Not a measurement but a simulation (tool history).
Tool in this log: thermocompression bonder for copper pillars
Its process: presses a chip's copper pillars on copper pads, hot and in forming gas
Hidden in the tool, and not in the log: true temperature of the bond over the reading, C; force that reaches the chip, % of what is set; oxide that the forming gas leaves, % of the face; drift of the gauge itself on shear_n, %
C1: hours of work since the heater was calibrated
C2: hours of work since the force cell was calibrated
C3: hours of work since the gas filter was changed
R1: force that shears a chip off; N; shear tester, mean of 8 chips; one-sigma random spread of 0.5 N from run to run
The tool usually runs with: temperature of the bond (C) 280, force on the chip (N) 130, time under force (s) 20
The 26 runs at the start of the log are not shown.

Run 27, hour 435.7: usual settings but temperature of the bond (C) 296, force on the chip (N) 164; C1 364; C2 1007; C3 33. Result: R1 126.0 N.
Run 28, hour 454.5: usual settings but temperature of the bond (C) 287, force on the chip (N) 164; C1 379; C2 1021; C3 47. Result: R1 116.1 N.
Run 29, hour 465.5: usual settings but temperature of the bond (C) 278, force on the chip (N) 164, time under force (s) 24; C1 387; C2 1029; C3 56. Result: R1 112.2 N.
Run 30, hour 483.4: usual settings but temperature of the bond (C) 278, force on the chip (N) 164, time under force (s) 24; C1 401; C2 1043; C3 69. Result: R1 109.9 N.
Run 31, hour 496.0: usual settings but temperature of the bond (C) 250, force on the chip (N) 137, time under force (s) 24; C1 410; C2 1053; C3 79. Result: R1 65.3 N.
Run 32, hour 508.1: usual settings but temperature of the bond (C) 250, force on the chip (N) 137, time under force (s) 24; C1 420; C2 1062; C3 88. Result: R1 65.1 N.
Run 33, hour 524.7: usual settings but temperature of the bond (C) 250, force on the chip (N) 137, time under force (s) 24; C1 432; C2 1075; C3 101. Result: R1 66.1 N.
Run 34, hour 540.3: usual settings but temperature of the bond (C) 305, force on the chip (N) 179, time under force (s) 41; C1 444; C2 1087; C3 113. Result: R1 145.7 N.
At hour 553.3: force cell calibrated.
Run 35, hour 556.9: usual settings but temperature of the bond (C) 305, force on the chip (N) 179, time under force (s) 41; C1 456; C2 3; C3 124. Result: R1 142.4 N.
Run 36, hour 569.9: usual settings but temperature of the bond (C) 305, force on the chip (N) 179, time under force (s) 41; C1 466; C2 13; C3 134. Result: R1 141.6 N.
Run 37, hour 587.4: usual settings but temperature of the bond (C) 305, force on the chip (N) 160, time under force (s) 50; C1 479; C2 26; C3 148. Result: R1 139.8 N.
Run 38, hour 598.8: usual settings but temperature of the bond (C) 308, force on the chip (N) 115, time under force (s) 19; C1 488; C2 35; C3 156. Result: R1 104.3 N.
At hour 610.5: forming gas filter changed.
Run 39, hour 610.5: usual settings but temperature of the bond (C) 286, force on the chip (N) 162, time under force (s) 18; C1 496; C2 43; C3 0. Result: R1 105.6 N.

What if the next run were any one of these 3? Each begins from the tool's condition after run 39:
Run A, hour 623.6: usual settings but temperature of the bond (C) 263, force on the chip (N) 162, time under force (s) 12; C1 507; C2 53; C3 10. Result: R1 ?.
Run B, hour 623.6: usual settings but temperature of the bond (C) 264, force on the chip (N) 132, time under force (s) 15; C1 507; C2 53; C3 10. Result: R1 ?.
Run C, hour 623.6: usual settings but temperature of the bond (C) 252, force on the chip (N) 162, time under force (s) 11; C1 507; C2 53; C3 10. Result: R1 ?.

run    R1
  A  68.3
  B  63.4
  C  56.0
Stripped of hidden state, with their random variation kept, the same runs would have yielded:
run    R1
  A  77.9
  B  72.5
  C  64.8

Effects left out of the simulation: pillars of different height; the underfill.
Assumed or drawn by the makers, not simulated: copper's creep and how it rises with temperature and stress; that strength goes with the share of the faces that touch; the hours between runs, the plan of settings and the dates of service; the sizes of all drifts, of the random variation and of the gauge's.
